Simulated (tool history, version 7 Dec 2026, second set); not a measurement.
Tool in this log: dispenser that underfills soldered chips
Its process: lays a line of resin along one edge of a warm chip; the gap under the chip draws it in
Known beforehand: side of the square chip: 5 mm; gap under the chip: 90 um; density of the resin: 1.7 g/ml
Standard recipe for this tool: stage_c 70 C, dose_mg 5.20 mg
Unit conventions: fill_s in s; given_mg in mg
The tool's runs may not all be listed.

{"run": 1, "day": 0.0, "stage_c": 70, "dose_mg": 5.2, "fill_s": 8.8, "given_mg": 5.2}
{"day": 0.404, "done": "new syringe of resin"}
{"run": 2, "day": 0.508, "stage_c": 70, "dose_mg": 5.2, "fill_s": 7.6, "given_mg": 5.09}
{"run": 3, "day": 0.912, "stage_c": 70, "dose_mg": 5.2, "fill_s": 14.4, "given_mg": 5.12}
{"day": 0.958, "done": "new syringe of resin"}
{"run": 4, "day": 1.142, "stage_c": 70, "dose_mg": 5.2, "fill_s": 8.8, "given_mg": 5.11}
{"day": 1.508, "done": "new syringe of resin"}
{"run": 5, "day": 1.642, "stage_c": 70, "dose_mg": 4.56, "fill_s": 8.7, "given_mg": 4.43}
{"day": 2.054, "done": "new syringe of resin"}
{"run": 6, "day": 2.058, "stage_c": 79, "dose_mg": 5.2, "fill_s": 4.9, "given_mg": 5.05}
{"run": 7, "day": 2.392, "stage_c": 79, "dose_mg": 5.2, "fill_s": 8.3, "given_mg": 5.01}
{"day": 2.617, "done": "new syringe of resin"}
{"run": 8, "day": 2.654, "stage_c": 79, "dose_mg": 5.2, "fill_s": 4.6, "given_mg": 5.0}

Run 9 has not been measured yet. What should we expect?
{"run": 9, "day": 3.142, "stage_c": 70, "dose_mg": 4.75, "fill_s": "?", "given_mg": "?"}

fill_s: 15.3 s
given_mg: 4.51 mg
Had the tool carried no hidden state, the very same run would have given fill_s 6.5 s, given_mg 4.75 mg.
